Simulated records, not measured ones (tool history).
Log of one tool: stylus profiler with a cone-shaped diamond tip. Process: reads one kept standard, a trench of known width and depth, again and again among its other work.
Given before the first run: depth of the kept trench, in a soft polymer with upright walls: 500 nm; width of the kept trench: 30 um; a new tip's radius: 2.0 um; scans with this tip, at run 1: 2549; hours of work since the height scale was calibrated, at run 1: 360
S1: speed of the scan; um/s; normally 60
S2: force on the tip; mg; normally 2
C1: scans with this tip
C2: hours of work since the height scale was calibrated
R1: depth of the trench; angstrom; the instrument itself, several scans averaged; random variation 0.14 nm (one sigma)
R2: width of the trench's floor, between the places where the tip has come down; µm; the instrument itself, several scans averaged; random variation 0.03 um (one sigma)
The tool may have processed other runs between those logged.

run	day	S1	S2	C1	C2	R1	R2
1	0	60	2	2549	360	5056.6	26.82
2	0.467	60	2	2595	366	5057.8	26.69
3	0.788	60	2	2627	371	5056.9	26.79
4	1.371	60	2	2684	379	5058	26.78
5	1.7	60	4.38	2717	383	5106.3	26.86
6	2.083	60	2	2755	389	5056.7	26.81
7	2.367	60	2	2783	393	5060	26.78
8	2.929	35	2	2839	401	5058.4	26.78
9	3.412	60	2	2886	407	5059.6	26.75
10	3.962	60	2	2941	415	5056.7	26.76
11	4.571	31	2	3001	423	5059.9	26.78
12	4.854	31	2	3029	427	5056.1	26.77
13	5.171	149	2	3061	432	5057.3	26.54
# day 5.246: height scale calibrated on a step standard
14	5.692	149	2	3110	6	5057.5	26.51
15	6.112	149	2	3152	12	5054	26.52
16	6.392	149	2	3179	16	5057.3	26.48
17	6.842	149	2	3224	22	5057.2	26.47
18	7.438	63	2.76	3283	31	5070.8	26.67
# day 7.767: height scale calibrated on a step standard, once more
19	7.925	26	0.83	3329	2	5036.7	26.73
20	8.579	230	4.83	3394	11	5120.7	26.45
21	9.046	108	2.87	3440	18	5083.9	26.64
22	9.662	83	1.99	3501	26	5067	26.6
23	10.283	83	1.99	3563	35	5063.8	26.63
24	10.65	146	3.81	3599	40	5101.9	26.58
25	11.138	155	0.83	3647	47	5034.4	26.26
26	11.412	155	0.83	3674	51	5034	26.25
27	11.892	27	5.44	3722	58	5129.1	26.76
28	12.425	20	4.46	3775	65	5112.2	26.73
29	13.079	20	4.46	3839	74	5113.6	26.74

Alternative continuations, all from the tool just after run 29; predict every row:
A	13.5	34	5.85	3881	80	?	?
B	13.5	62	1.66	3881	80	?	?
C	13.5	54	0.77	3881	80	?	?
D	13.5	22	2	3881	80	?	?
E	13.5	109	1.96	3881	80	?	?

run	R1	R2
A	5135.2	26.74
B	5055.4	26.66
C	5031.5	26.52
D	5064.5	26.7
E	5061.8	26.5
With the hidden condition removed and each run's random variation left untouched, the same runs would have given:
run	R1	R2
A	5137.3	27.32
B	5057.5	27.24
C	5033.6	27.11
D	5066.6	27.29
E	5064	27.09
